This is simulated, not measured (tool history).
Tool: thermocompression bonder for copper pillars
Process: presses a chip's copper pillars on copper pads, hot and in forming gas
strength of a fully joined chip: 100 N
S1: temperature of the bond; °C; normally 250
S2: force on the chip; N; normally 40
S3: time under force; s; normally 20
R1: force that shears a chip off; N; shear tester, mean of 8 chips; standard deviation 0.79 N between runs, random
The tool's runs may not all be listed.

{"run": 1, "hour": 0.0, "S1": 250, "S2": 40, "S3": 20, "R1": 66.6}
{"run": 2, "hour": 36.6, "S1": 250, "S2": 40, "S3": 20, "R1": 64.9}
{"run": 3, "hour": 59.9, "S1": 250, "S2": 40, "S3": 29, "R1": 72.2}
{"run": 4, "hour": 96.9, "S1": 250, "S2": 40, "S3": 29, "R1": 71.6}
{"run": 5, "hour": 134.8, "S1": 250, "S2": 40, "S3": 29, "R1": 71.2}
{"run": 6, "hour": 159.1, "S1": 250, "S2": 40, "S3": 29, "R1": 70.6}
{"hour": 186.1, "done": "force cell calibrated"}
{"run": 7, "hour": 215.3, "S1": 250, "S2": 52, "S3": 20, "R1": 71.9}
{"run": 8, "hour": 256.6, "S1": 250, "S2": 52, "S3": 20, "R1": 71.1}
{"run": 9, "hour": 279.6, "S1": 250, "S2": 40, "S3": 20, "R1": 60.8}
{"run": 10, "hour": 321.0, "S1": 250, "S2": 31, "S3": 20, "R1": 50.7}
{"run": 11, "hour": 372.6, "S1": 250, "S2": 31, "S3": 20, "R1": 49.8}
{"run": 12, "hour": 429.3, "S1": 270, "S2": 40, "S3": 15, "R1": 68.0}
{"run": 13, "hour": 459.6, "S1": 239, "S2": 40, "S3": 20, "R1": 53.4}
{"hour": 487.2, "done": "forming gas filter changed"}
{"run": 14, "hour": 507.7, "S1": 239, "S2": 40, "S3": 20, "R1": 61.0}
{"run": 15, "hour": 549.4, "S1": 256, "S2": 27, "S3": 10, "R1": 39.5}
{"run": 16, "hour": 591.3, "S1": 256, "S2": 27, "S3": 10, "R1": 41.0}
{"run": 17, "hour": 615.8, "S1": 256, "S2": 27, "S3": 49, "R1": 68.4}
{"run": 18, "hour": 658.1, "S1": 263, "S2": 40, "S3": 13, "R1": 67.0}
{"run": 19, "hour": 701.3, "S1": 262, "S2": 40, "S3": 20, "R1": 73.9}
{"run": 20, "hour": 738.7, "S1": 250, "S2": 56, "S3": 14, "R1": 75.9}

3 options for the next run, each taken on its own from the tool as it stands now. Forecast them:
{"run": "A", "hour": 765.3, "S1": 242, "S2": 46, "S3": 55, "R1": "?"}
{"run": "B", "hour": 765.3, "S1": 229, "S2": 32, "S3": 18, "R1": "?"}
{"run": "C", "hour": 765.3, "S1": 250, "S2": 55, "S3": 20, "R1": "?"}

run=A R1=83.7
run=B R1=41.8
run=C R1=79.1
With no hidden state in the tool, these same runs would have given:
run=A R1=80.1
run=B R1=36.1
run=C R1=74.9
